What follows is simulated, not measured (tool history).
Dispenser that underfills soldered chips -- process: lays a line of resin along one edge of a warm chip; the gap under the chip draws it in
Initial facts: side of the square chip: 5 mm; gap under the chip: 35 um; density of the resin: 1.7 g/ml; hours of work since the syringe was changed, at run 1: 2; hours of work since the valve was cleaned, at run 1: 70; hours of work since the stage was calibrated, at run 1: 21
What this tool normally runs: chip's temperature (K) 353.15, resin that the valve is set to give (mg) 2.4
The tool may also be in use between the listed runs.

run   hour  chip's temperature (K)  resin that the valve is set to give (mg)  hours of work since the syringe was changed  hours of work since the valve was cleaned  hours of work since the stage was calibrated  time until the resin shows at the far edge (s)  resin that the valve gave (mg)
  1      0                  353.15                                       2.4                                            2                                         70                                            21                                            36.3                            2.38
  2    6.2                  353.15                                       2.4                                            6                                         74                                            25                                            45.9                            2.34
       7.3  -- new syringe of resin
  3     11                  353.15                                       2.4                                            3                                         77                                            28                                            37.6                            2.35
      17.5  -- new syringe of resin
  4   18.5                  353.15                                      2.41                                            1                                         82                                            33                                            35.1                            2.34
  5   25.2                  342.15                                      2.41                                            5                                         87                                            38                                            71.2                            2.34
      27.8  -- new syringe of resin
  6   29.2                  342.15                                      2.36                                            1                                         89                                            40                                            57.7                            2.28
  7     35                  342.15                                      2.36                                            5                                         93                                            44                                            70.6                            2.28
      38.3  -- new syringe of resin
  8     39                  353.15                                       2.4                                            1                                         96                                            47                                            34.3                            2.32
  9   43.2                  353.15                                       2.4                                            3                                         99                                            50                                              40                            2.31
 10   47.6                  353.15                                       2.4                                            6                                        102                                            53                                            46.8                            2.33
      48.3  -- new syringe of resin
 11   51.8                  353.15                                       2.4                                            2                                        104                                            55                                            38.7                             2.3
 12     58                  353.15                                       2.4                                            7                                        109                                            60                                              47                            2.31
        59  -- new syringe of resin
 13   65.6                  361.15                                       2.4                                            5                                        114                                            65                                            29.7                             2.3
      69.4  -- new syringe of resin
 14   69.9                  347.15                                      2.96                                            0                                        117                                            68                                            43.7                            2.84
 15   75.3                  347.15                                      2.96                                            4                                        120                                            71                                            52.8                            2.82
      79.8  -- new syringe of resin
 16   80.7                  347.15                                      2.66                                            1                                        124                                            75                                            44.3                            2.55
 17   84.7                  348.15                                      2.94                                            3                                        127                                            78                                            47.8                            2.82
      88.3  -- dispensing valve cleaned and set on the balance
 18     89                  346.15                                       2.4                                            6                                          0                                            80                                            60.6                            2.41
        91  -- new syringe of resin
 19   95.9                  356.15                                      2.99                                            3                                          5                                            84                                            34.4                            3.02
 20   99.3                  356.15                                      2.99                                            6                                          7                                            87                                            38.8                            2.98
     101.2  -- new syringe of resin
 21  106.4                  352.15                                      2.24                                            4                                         12                                            91                                            42.7                            2.24
     111.5  -- new syringe of resin
 22    114                  340.15                                       2.3                                            2                                         17                                            97                                            67.4                            2.28
 23  117.3                  340.15                                       2.3                                            4                                         19                                            99                                            74.6                             2.3
     121.9  -- new syringe of resin
 24  123.3                  352.15                                      2.72                                            1                                         23                                           103                                            35.8                            2.71
 25  129.1                  356.15                                      2.19                                            5                                         27                                           107                                            38.6                            2.18
     132.3  -- new syringe of resin
 26  134.6                  360.15                                      2.47                                            2                                         31                                           110                                            26.5                            2.39

Consider 5 possible next runs. They are alternatives, not a sequence: every one starts from the tool as it was left by run 26. What does each give?
  A  139.9                  368.15                                       2.4                                            5                                         35                                           114                                               ?                               ?
  B  139.9                  346.15                                      2.66                                            5                                         35                                           114                                               ?                               ?
  C  139.9                  353.15                                      2.98                                            5                                         35                                           114                                               ?                               ?
  D  139.9                  367.15                                      2.24                                            5                                         35                                           114                                               ?                               ?
  E  139.9                  353.15                                      2.55                                            5                                         35                                           114                                               ?                               ?

run  time until the resin shows at the far edge (s)  resin that the valve gave (mg)
  A                                            23.5                            2.39
  B                                            59.7                            2.63
  C                                            43.2                            2.94
  D                                            25.4                            2.23
  E                                            45.1                             2.5
Stripped of hidden state, with their random variation kept, the same runs would have yielded:
run  time until the resin shows at the far edge (s)  resin that the valve gave (mg)
  A                                            17.5                            2.41
  B                                            44.5                            2.66
  C                                            32.1                            2.98
  D                                            19.1                            2.25
  E                                            33.6                            2.53

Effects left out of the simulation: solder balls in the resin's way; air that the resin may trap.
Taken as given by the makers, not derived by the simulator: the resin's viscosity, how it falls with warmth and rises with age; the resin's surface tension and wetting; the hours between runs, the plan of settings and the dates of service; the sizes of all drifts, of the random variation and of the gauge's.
